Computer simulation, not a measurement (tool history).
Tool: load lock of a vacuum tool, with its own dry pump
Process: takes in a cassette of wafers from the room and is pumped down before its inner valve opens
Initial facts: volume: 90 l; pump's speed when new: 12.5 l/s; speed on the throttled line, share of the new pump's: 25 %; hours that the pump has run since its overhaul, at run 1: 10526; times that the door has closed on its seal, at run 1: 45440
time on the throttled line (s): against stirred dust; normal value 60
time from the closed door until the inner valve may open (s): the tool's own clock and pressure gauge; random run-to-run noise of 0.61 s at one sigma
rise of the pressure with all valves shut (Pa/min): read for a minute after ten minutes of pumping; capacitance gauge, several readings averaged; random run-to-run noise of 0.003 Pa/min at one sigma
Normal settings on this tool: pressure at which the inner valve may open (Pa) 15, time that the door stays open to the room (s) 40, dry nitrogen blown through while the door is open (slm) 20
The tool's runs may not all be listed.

run,day,time on the throttled line (s),pressure at which the inner valve may open (Pa),time that the door stays open to the room (s),dry nitrogen blown through while the door is open (slm),hours that the pump has run since its overhaul,times that the door has closed on its seal,"incoming humidity of the room's air, %",time from the closed door until the inner valve may open (s),rise of the pressure with all valves shut (Pa/min)
1,0.000,60,15,40,20,10526,45440,47.1,108.8,0.019
2,8.021,60,15,129,20,10718,45914,46.6,109.5,0.036
3,19.108,60,10,40,20,10984,46570,46.6,110.9,0.019
4,34.779,60,10,40,20,11360,47496,44.7,111.6,0.019
5,45.708,38,15,40,20,11623,48142,45.6,92.3,0.018
6,60.300,38,15,40,20,11973,49004,43.6,92.3,0.013
7,74.450,60,18,40,20,12312,49841,47.5,106.6,0.022
8,87.629,60,15,151,20,12629,50620,41.2,108.6,0.039
9,102.150,60,15,40,20,12977,51478,43.2,107.4,0.021
10,110.350,60,15,40,20,13174,51963,43.7,110.3,0.021
11,126.996,60,15,40,7,13574,52946,41.2,109.1,0.026
12,145.129,60,15,40,7,14009,54018,47.9,108.7,0.029
13,155.942,60,15,40,7,14268,54657,41.5,107.6,0.025
14,165.383,60,15,40,20,14495,55215,44.9,110.1,0.013
# day 175.417: door's seal changed, seat wiped
15,176.946,51,15,40,20,14771,90,43.9,101.1,0.021
16,187.408,51,15,40,20,15022,709,45.3,101.5,0.017
17,203.483,43,15,40,20,15408,1659,45.9,95.3,0.018
18,218.275,43,15,40,20,15763,2533,48.5,95.6,0.020
19,227.308,60,15,40,5,15980,3067,44.0,109.9,0.029
20,243.350,60,15,40,5,16365,4015,45.9,108.4,0.032
21,251.167,50,15,40,20,16552,4477,42.7,101.4,0.019
22,263.033,50,15,40,20,16837,5179,42.5,100.7,0.018
23,273.658,60,16,40,40,17092,5807,43.2,107.4,0.009
24,286.567,60,11,56,14,17402,6570,44.5,110.3,0.025
25,295.217,60,11,56,14,17609,7081,46.6,110.3,0.026
26,308.088,60,11,56,14,17918,7842,44.4,109.6,0.025
27,318.625,60,11,56,14,18171,8465,45.5,110.8,0.027
28,335.808,53,11,58,8,18584,9480,42.2,106.2,0.030
29,349.638,32,11,58,8,18916,10298,45.6,90.2,0.034
30,362.075,32,11,58,8,19214,11033,46.8,89.6,0.035
31,370.250,32,11,58,12,19410,11516,41.0,90.2,0.025
32,384.992,32,11,198,12,19764,12387,47.5,89.7,0.072
33,402.721,32,11,198,12,20189,13435,41.8,89.6,0.066
34,414.842,60,11,164,20,20480,14152,44.2,109.8,0.044
35,428.500,60,23,128,20,20808,14959,46.5,104.6,0.041
36,447.467,60,27,145,20,21263,16080,46.6,104.7,0.039
37,457.000,60,15,43,29,21492,16644,44.0,109.0,0.012
38,474.396,33,15,51,20,21910,17672,46.1,88.7,0.021

Hidden state at the last listed run before each entry between runs and at the first one after, where it differs:
Runs 14 to 15: door's seal changed, seat wiped (day 175.417)
  leak at the door's seal, Pa l/s: 0.0042 -> 0.002
